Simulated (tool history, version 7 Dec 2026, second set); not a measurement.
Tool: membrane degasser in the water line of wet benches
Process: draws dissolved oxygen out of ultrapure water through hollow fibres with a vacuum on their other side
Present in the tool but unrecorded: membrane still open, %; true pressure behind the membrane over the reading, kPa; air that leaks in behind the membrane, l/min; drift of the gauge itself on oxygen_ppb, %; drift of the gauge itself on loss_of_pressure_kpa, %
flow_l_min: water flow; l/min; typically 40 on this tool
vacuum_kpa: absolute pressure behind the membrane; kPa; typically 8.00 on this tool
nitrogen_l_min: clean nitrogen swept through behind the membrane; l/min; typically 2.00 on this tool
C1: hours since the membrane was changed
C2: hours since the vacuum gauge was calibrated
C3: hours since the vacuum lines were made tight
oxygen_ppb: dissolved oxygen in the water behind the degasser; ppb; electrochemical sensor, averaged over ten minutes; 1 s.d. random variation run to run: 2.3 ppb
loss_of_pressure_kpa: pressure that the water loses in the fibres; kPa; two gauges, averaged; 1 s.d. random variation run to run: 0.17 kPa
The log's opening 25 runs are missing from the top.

run 26 day=42.954 | flow_l_min=44 vacuum_kpa=15.64 nitrogen_l_min=0.90 | C1=1593 C2=2346 C3=216 | oxygen_ppb=1081.3 loss_of_pressure_kpa=28.90
run 27 day=44.325 | flow_l_min=44 vacuum_kpa=15.64 nitrogen_l_min=0.90 | C1=1626 C2=2379 C3=249 | oxygen_ppb=1089.5 loss_of_pressure_kpa=28.94
run 28 day=45.438 | flow_l_min=44 vacuum_kpa=15.64 nitrogen_l_min=0.90 | C1=1653 C2=2406 C3=275 | oxygen_ppb=1081.0 loss_of_pressure_kpa=29.25
run 29 day=46.842 | flow_l_min=44 vacuum_kpa=15.64 nitrogen_l_min=0.90 | C1=1687 C2=2439 C3=309 | oxygen_ppb=1074.0 loss_of_pressure_kpa=29.37
run 30 day=48.371 | flow_l_min=27 vacuum_kpa=15.64 nitrogen_l_min=0.90 | C1=1723 C2=2476 C3=346 | oxygen_ppb=748.6 loss_of_pressure_kpa=17.88
run 31 day=49.754 | flow_l_min=27 vacuum_kpa=15.64 nitrogen_l_min=0.90 | C1=1757 C2=2509 C3=379 | oxygen_ppb=753.8 loss_of_pressure_kpa=17.95
run 32 day=51.554 | flow_l_min=25 vacuum_kpa=8.00 nitrogen_l_min=2.13 | C1=1800 C2=2553 C3=422 | oxygen_ppb=142.9 loss_of_pressure_kpa=16.74
run 33 day=53.362 | flow_l_min=25 vacuum_kpa=8.00 nitrogen_l_min=2.13 | C1=1843 C2=2596 C3=465 | oxygen_ppb=143.3 loss_of_pressure_kpa=16.54

3 ways to go on from here, each from the tool as it stands after run 33. What would each give?
run A day=54.371 | flow_l_min=26 vacuum_kpa=8.00 nitrogen_l_min=1.06 | C1=1867 C2=2620 C3=490 | oxygen_ppb=? loss_of_pressure_kpa=?
run B day=54.371 | flow_l_min=55 vacuum_kpa=7.50 nitrogen_l_min=2.13 | C1=1867 C2=2620 C3=490 | oxygen_ppb=? loss_of_pressure_kpa=?
run C day=54.371 | flow_l_min=25 vacuum_kpa=13.37 nitrogen_l_min=2.13 | C1=1867 C2=2620 C3=490 | oxygen_ppb=? loss_of_pressure_kpa=?

run=A oxygen_ppb=266.1 loss_of_pressure_kpa=17.13
run=B oxygen_ppb=286.6 loss_of_pressure_kpa=36.86
run=C oxygen_ppb=286.2 loss_of_pressure_kpa=16.64
With no hidden state in the tool, these same runs would have given:
run=A oxygen_ppb=258.9 loss_of_pressure_kpa=16.93
run=B oxygen_ppb=277.4 loss_of_pressure_kpa=36.43
run=C oxygen_ppb=281.7 loss_of_pressure_kpa=16.44
